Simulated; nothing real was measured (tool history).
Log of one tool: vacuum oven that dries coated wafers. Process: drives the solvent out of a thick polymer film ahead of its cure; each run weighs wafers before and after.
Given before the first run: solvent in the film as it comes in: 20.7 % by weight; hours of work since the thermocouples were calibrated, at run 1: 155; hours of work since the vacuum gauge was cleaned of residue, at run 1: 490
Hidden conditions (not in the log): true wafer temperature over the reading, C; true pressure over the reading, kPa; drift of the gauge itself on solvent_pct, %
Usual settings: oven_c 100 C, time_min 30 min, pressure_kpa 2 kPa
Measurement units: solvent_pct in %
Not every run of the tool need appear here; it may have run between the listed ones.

run     day  oven_c  time_min  pressure_kpa  hours of work since the thermocouples were calibrated  hours of work since the vacuum gauge was cleaned of residue  solvent_pct
  1       0     100        30             2                                                    155                                                          490          3.9
  2   2.171     100        30             2                                                    179                                                          515         3.93
  3   3.908     100        30             2                                                    199                                                          535         3.94
  4   5.233      86        30             2                                                    214                                                          550         9.07
  5   6.712      86        30             2                                                    231                                                          567            9
  6    9.25      86        37             2                                                    260                                                          596         7.95
  7  10.967      92        43          5.26                                                    280                                                          615         8.66
  8  13.504      88        30          3.44                                                    309                                                          644         9.76
  9  16.404      88        44          1.38                                                    342                                                          677         5.46
 10  18.083      88        44          1.38                                                    361                                                          697         5.51

What if the next run were any one of these 4? Each begins from the tool's condition after run 10:
  A  19.308      88        18          3.85                                                    375                                                          711            ?
  B  19.308      91        30          1.38                                                    375                                                          711            ?
  C  19.308      94        17          5.04                                                    375                                                          711            ?
  D  19.308      89        19          6.95                                                    375                                                          711            ?

run  solvent_pct
  A        12.36
  B          6.4
  C        11.26
  D        14.57
Had the tool no hidden state, the same runs would have come out as:
run  solvent_pct
  A        12.36
  B          6.4
  C        11.26
  D        14.57
